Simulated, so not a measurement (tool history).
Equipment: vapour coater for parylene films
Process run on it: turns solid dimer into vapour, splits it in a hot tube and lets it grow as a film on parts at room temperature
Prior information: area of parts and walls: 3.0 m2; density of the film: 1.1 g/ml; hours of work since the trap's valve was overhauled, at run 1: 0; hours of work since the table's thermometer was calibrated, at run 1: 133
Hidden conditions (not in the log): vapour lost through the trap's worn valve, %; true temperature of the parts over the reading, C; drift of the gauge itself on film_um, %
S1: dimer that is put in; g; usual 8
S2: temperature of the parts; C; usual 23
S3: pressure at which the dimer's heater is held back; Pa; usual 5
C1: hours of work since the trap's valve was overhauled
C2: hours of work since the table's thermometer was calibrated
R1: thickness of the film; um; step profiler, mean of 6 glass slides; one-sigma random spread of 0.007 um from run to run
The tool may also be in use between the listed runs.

{"run": 1, "hour": 0.0, "S1": 8, "S2": 23, "S3": 5, "C1": 0, "C2": 133, "R1": 1.249}
{"run": 2, "hour": 52.2, "S1": 5, "S2": 23, "S3": 5, "C1": 30, "C2": 163, "R1": 0.779}
{"run": 3, "hour": 101.3, "S1": 5, "S2": 23, "S3": 5, "C1": 59, "C2": 192, "R1": 0.769}
{"run": 4, "hour": 127.9, "S1": 8, "S2": 23, "S3": 5, "C1": 74, "C2": 207, "R1": 1.214}
{"run": 5, "hour": 171.9, "S1": 8, "S2": 23, "S3": 5, "C1": 100, "C2": 232, "R1": 1.209}
{"run": 6, "hour": 212.3, "S1": 8, "S2": 23, "S3": 6.42, "C1": 123, "C2": 256, "R1": 1.161}
{"run": 7, "hour": 261.0, "S1": 8, "S2": 23, "S3": 6.42, "C1": 151, "C2": 284, "R1": 1.133}
{"run": 8, "hour": 312.3, "S1": 8, "S2": 23, "S3": 6.42, "C1": 181, "C2": 314, "R1": 1.115}
{"run": 9, "hour": 364.3, "S1": 8, "S2": 23, "S3": 6.42, "C1": 211, "C2": 344, "R1": 1.125}
{"run": 10, "hour": 411.7, "S1": 8, "S2": 31, "S3": 6.35, "C1": 238, "C2": 371, "R1": 0.909}
{"run": 11, "hour": 470.1, "S1": 8, "S2": 31, "S3": 6.35, "C1": 272, "C2": 405, "R1": 0.907}
{"run": 12, "hour": 507.2, "S1": 4, "S2": 30, "S3": 6.35, "C1": 294, "C2": 427, "R1": 0.457}
{"hour": 551.6, "done": "trap's valve overhauled"}
{"run": 13, "hour": 551.6, "S1": 6, "S2": 30, "S3": 6.35, "C1": 0, "C2": 450, "R1": 0.731}
{"run": 14, "hour": 604.3, "S1": 7, "S2": 29, "S3": 4.86, "C1": 31, "C2": 480, "R1": 0.937}
{"run": 15, "hour": 639.3, "S1": 3, "S2": 25, "S3": 6.28, "C1": 51, "C2": 501, "R1": 0.412}
{"run": 16, "hour": 672.8, "S1": 5, "S2": 20, "S3": 3.94, "C1": 70, "C2": 520, "R1": 0.856}

What if the next run were any one of these 3? Each begins from the tool's condition after run 16:
{"run": "A", "hour": 732.9, "S1": 5, "S2": 20, "S3": 6.91, "C1": 105, "C2": 555, "R1": "?"}
{"run": "B", "hour": 732.9, "S1": 9, "S2": 23, "S3": 5, "C1": 105, "C2": 555, "R1": "?"}
{"run": "C", "hour": 732.9, "S1": 9, "S2": 26, "S3": 8.3, "C1": 105, "C2": 555, "R1": "?"}

run=A R1=0.757
run=B R1=1.355
run=C R1=1.144
Had the tool no hidden state, the same runs would have come out as:
run=A R1=0.793
run=B R1=1.42
run=C R1=1.198

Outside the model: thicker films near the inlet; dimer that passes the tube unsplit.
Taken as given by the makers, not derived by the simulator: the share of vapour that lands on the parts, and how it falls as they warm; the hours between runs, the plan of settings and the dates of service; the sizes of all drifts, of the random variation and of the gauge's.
